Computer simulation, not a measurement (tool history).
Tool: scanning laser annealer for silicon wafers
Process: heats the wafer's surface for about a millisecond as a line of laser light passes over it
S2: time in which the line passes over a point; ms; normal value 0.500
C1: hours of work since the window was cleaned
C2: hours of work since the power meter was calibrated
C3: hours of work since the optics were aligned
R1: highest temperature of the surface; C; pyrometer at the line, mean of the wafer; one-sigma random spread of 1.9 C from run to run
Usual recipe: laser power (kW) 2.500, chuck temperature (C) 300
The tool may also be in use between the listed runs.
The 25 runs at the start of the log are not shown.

run 26 hour=265.0 | laser_power_(kW)=2.568 S2=0.383 chuck_temperature_(C)=273 | C1=467 C2=349 C3=617 | R1=972
run 27 hour=275.3 | laser_power_(kW)=2.473 S2=0.383 chuck_temperature_(C)=270 | C1=472 C2=355 C3=622 | R1=947
run 28 hour=281.7 | laser_power_(kW)=2.152 S2=0.466 chuck_temperature_(C)=277 | C1=476 C2=358 C3=626 | R1=944
run 29 hour=290.9 | laser_power_(kW)=2.130 S2=0.425 chuck_temperature_(C)=300 | C1=481 C2=363 C3=631 | R1=929
run 30 hour=303.1 | laser_power_(kW)=2.130 S2=0.513 chuck_temperature_(C)=300 | C1=487 C2=369 C3=637 | R1=998
run 31 hour=310.6 | laser_power_(kW)=2.130 S2=0.513 chuck_temperature_(C)=300 | C1=491 C2=373 C3=641 | R1=1000
run 32 hour=321.3 | laser_power_(kW)=2.616 S2=0.513 chuck_temperature_(C)=288 | C1=497 C2=379 C3=647 | R1=1135
run 33 hour=329.5 | laser_power_(kW)=2.500 S2=0.432 chuck_temperature_(C)=334 | C1=501 C2=383 C3=651 | R1=1067

4 options for the next run, each taken on its own from the tool as it stands now. Forecast them:
run A hour=336.6 | laser_power_(kW)=2.647 S2=0.500 chuck_temperature_(C)=300 | C1=505 C2=387 C3=655 | R1=?
run B hour=336.6 | laser_power_(kW)=2.176 S2=0.617 chuck_temperature_(C)=334 | C1=505 C2=387 C3=655 | R1=?
run C hour=336.6 | laser_power_(kW)=2.366 S2=0.443 chuck_temperature_(C)=300 | C1=505 C2=387 C3=655 | R1=?
run D hour=336.6 | laser_power_(kW)=2.318 S2=0.432 chuck_temperature_(C)=279 | C1=505 C2=387 C3=655 | R1=?

run=A R1=1140
run=B R1=1131
run=C R1=1005
run=D R1=960
Without the tool's unlogged condition, the same runs would have read:
run=A R1=1161
run=B R1=1151
run=C R1=1023
run=D R1=977
